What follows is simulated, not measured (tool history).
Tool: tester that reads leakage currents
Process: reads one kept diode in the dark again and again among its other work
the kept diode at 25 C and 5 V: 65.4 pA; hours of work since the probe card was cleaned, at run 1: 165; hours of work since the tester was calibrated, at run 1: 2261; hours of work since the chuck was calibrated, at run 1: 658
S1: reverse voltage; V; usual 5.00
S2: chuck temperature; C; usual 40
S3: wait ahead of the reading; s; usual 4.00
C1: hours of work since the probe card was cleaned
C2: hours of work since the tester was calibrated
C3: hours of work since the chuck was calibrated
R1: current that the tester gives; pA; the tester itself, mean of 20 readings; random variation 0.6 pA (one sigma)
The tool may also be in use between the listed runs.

run      day     S1  S2    S3    C1    C2    C3      R1
  1    0.000   5.00  40  4.00   165  2261   658  199.12
  2    5.358   5.00  40  5.35   228  2324   722  198.70
  3    8.217   5.00  50  4.00   262  2358   755  391.74
  4   11.796   5.71  40  4.00   304  2400   798  214.08
  5   14.167   5.00  40  4.00   332  2428   826  197.81
  6   16.517   5.00  40  4.00   360  2456   853  199.29
  7   18.983   5.00  40  4.00   389  2485   883  198.78
  8   24.121   5.00  49  4.00   450  2546   943  367.50
  9   28.567   5.00  40  4.00   502  2598   996  198.11
 10   33.108   5.00  40  4.00   556  2652  1049  196.94
 11   38.079   5.00  40  4.00   615  2711  1108  197.67
 12   43.192   5.00  40  4.00   675  2771  1168  198.70
 13   48.508   5.00  40  4.00   738  2834  1231  199.62
 14   51.596   5.00  40  4.00   774  2870  1267  198.11
 15   54.921   5.00  40  4.00   813  2909  1307  199.50
      59.017  -- tester calibrated
 16   59.912   5.00  20  4.00   871    11  1365   44.37
 17   64.467   5.00  20  4.00   925    64  1418   44.39
      68.362  -- chuck's temperature calibrated
 18   69.071   5.00  20  4.00   978   118     8   44.61
 19   74.175   5.00  20  4.00  1039   178    69   44.36
 20   78.292   5.00  20  4.00  1087   227   117   44.65
 21   83.538   5.00  20  4.00  1149   288   179   44.47
 22   88.038   5.00  20  4.00  1202   342   232   44.20
 23   92.325   5.00  40  2.55  1253   392   283  198.65
 24   97.292   5.00  34  1.35  1311   451   341  130.16
 25  100.429   5.00  34  1.35  1349   488   378  130.09
 26  105.767   1.96  34  1.35  1412   551   441   79.12
 27  111.154   1.96  34  1.35  1475   614   505   79.40
 28  114.471   1.49  44  4.00  1514   654   544  138.72
 29  119.875   1.49  44  4.00  1578   717   608  139.11
     125.167  -- probe card cleaned and baked
 30  125.258   5.00  26  4.00     1   779   670   71.10
 31  129.050  11.46  40  0.43    46   824   715  313.28
 32  131.542  19.04  32  4.00    75   854   744  228.07
 33  136.462   5.39  40  7.32   133   912   802  206.54
 34  140.288   1.87  40  7.32   178   957   847  117.58
 35  145.283   1.87  40  7.32   237  1016   906  119.03
 36  148.029  15.18  40  1.19   270  1048   939  360.30
 37  152.167  15.18  40  1.19   319  1097   988  358.16
 38  157.583  15.18  40  1.19   383  1161  1052  358.57
 39  162.671   2.56  32  2.81   443  1221  1112   78.65

3 ways to go on from here, each from the tool as it stands after run 39. What would each give?
  A  167.388  2.53  21  1.56  498  1277  1167   ?
  B  167.388  5.73  32  2.81  498  1277  1167   ?
  C  167.388  6.27  26  0.85  498  1277  1167   ?

run      R1
  A   33.69
  B  120.33
  C   81.14
Without the tool's hidden state the same runs would have given:
run      R1
  A   33.70
  B  120.39
  C   81.16

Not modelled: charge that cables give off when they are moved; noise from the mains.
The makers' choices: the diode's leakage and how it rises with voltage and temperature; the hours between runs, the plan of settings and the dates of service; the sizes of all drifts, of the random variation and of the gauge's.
